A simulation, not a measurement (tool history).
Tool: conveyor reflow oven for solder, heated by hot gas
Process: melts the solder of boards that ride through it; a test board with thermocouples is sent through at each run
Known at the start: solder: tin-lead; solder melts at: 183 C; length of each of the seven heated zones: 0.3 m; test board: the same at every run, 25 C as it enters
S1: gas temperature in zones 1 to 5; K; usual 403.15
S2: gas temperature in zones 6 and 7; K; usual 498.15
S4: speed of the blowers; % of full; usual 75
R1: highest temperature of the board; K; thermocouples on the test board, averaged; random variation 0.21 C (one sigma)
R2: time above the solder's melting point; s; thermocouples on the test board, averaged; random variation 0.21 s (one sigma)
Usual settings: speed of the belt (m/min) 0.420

{"run": 1, "hour": 0.0, "S1": 403.15, "S2": 498.15, "speed of the belt (m/min)": 0.42, "S4": 75, "R1": 487.25, "R2": 61.7}
{"run": 2, "hour": 40.2, "S1": 403.15, "S2": 498.15, "speed of the belt (m/min)": 0.42, "S4": 75, "R1": 487.15, "R2": 61.6}
{"run": 3, "hour": 61.5, "S1": 403.15, "S2": 498.15, "speed of the belt (m/min)": 0.42, "S4": 75, "R1": 487.25, "R2": 61.4}
{"run": 4, "hour": 88.0, "S1": 403.15, "S2": 498.15, "speed of the belt (m/min)": 0.42, "S4": 75, "R1": 486.95, "R2": 61.4}
{"run": 5, "hour": 116.3, "S1": 403.15, "S2": 498.15, "speed of the belt (m/min)": 0.444, "S4": 75, "R1": 485.35, "R2": 56.0}
{"run": 6, "hour": 146.1, "S1": 403.15, "S2": 498.15, "speed of the belt (m/min)": 0.444, "S4": 75, "R1": 485.25, "R2": 55.9}
{"run": 7, "hour": 172.6, "S1": 403.15, "S2": 498.15, "speed of the belt (m/min)": 0.465, "S4": 75, "R1": 483.85, "R2": 51.8}
{"run": 8, "hour": 212.1, "S1": 403.15, "S2": 498.15, "speed of the belt (m/min)": 0.465, "S4": 55, "R1": 479.25, "R2": 45.8}
{"run": 9, "hour": 244.4, "S1": 403.15, "S2": 498.15, "speed of the belt (m/min)": 0.465, "S4": 55, "R1": 479.35, "R2": 45.4}
{"run": 10, "hour": 278.0, "S1": 403.15, "S2": 498.15, "speed of the belt (m/min)": 0.465, "S4": 55, "R1": 479.35, "R2": 45.3}
{"run": 11, "hour": 313.2, "S1": 403.15, "S2": 498.15, "speed of the belt (m/min)": 0.42, "S4": 75, "R1": 486.15, "R2": 60.7}
{"run": 12, "hour": 350.5, "S1": 393.15, "S2": 498.15, "speed of the belt (m/min)": 0.42, "S4": 75, "R1": 484.85, "R2": 55.7}
{"hour": 383.2, "done": "flux residue cleaned out of gas plates and filters"}
{"run": 13, "hour": 396.6, "S1": 393.15, "S2": 498.15, "speed of the belt (m/min)": 0.42, "S4": 75, "R1": 485.75, "R2": 57.7}
{"run": 14, "hour": 417.4, "S1": 393.15, "S2": 498.15, "speed of the belt (m/min)": 0.42, "S4": 75, "R1": 486.15, "R2": 57.5}
{"run": 15, "hour": 439.7, "S1": 405.15, "S2": 498.15, "speed of the belt (m/min)": 0.42, "S4": 75, "R1": 487.05, "R2": 62.6}
{"run": 16, "hour": 462.7, "S1": 405.15, "S2": 498.15, "speed of the belt (m/min)": 0.482, "S4": 75, "R1": 483.25, "R2": 50.5}
{"run": 17, "hour": 481.0, "S1": 403.15, "S2": 499.15, "speed of the belt (m/min)": 0.46, "S4": 78, "R1": 486.05, "R2": 54.6}
{"hour": 490.9, "done": "belt drive overhauled, speed set with a stopwatch"}
{"run": 18, "hour": 510.2, "S1": 412.15, "S2": 498.15, "speed of the belt (m/min)": 0.361, "S4": 75, "R1": 489.75, "R2": 79.5}

The next listed run, before its measurement:
{"run": 19, "hour": 550.3, "S1": 403.15, "S2": 496.15, "speed of the belt (m/min)": 0.42, "S4": 75, "R1": "?", "R2": "?"}

Run 19 gave R1 484.25 K, R2 58.7 s.
Without the tool's hidden state the same run would have given R1 487.05 K, R2 61.2 s.
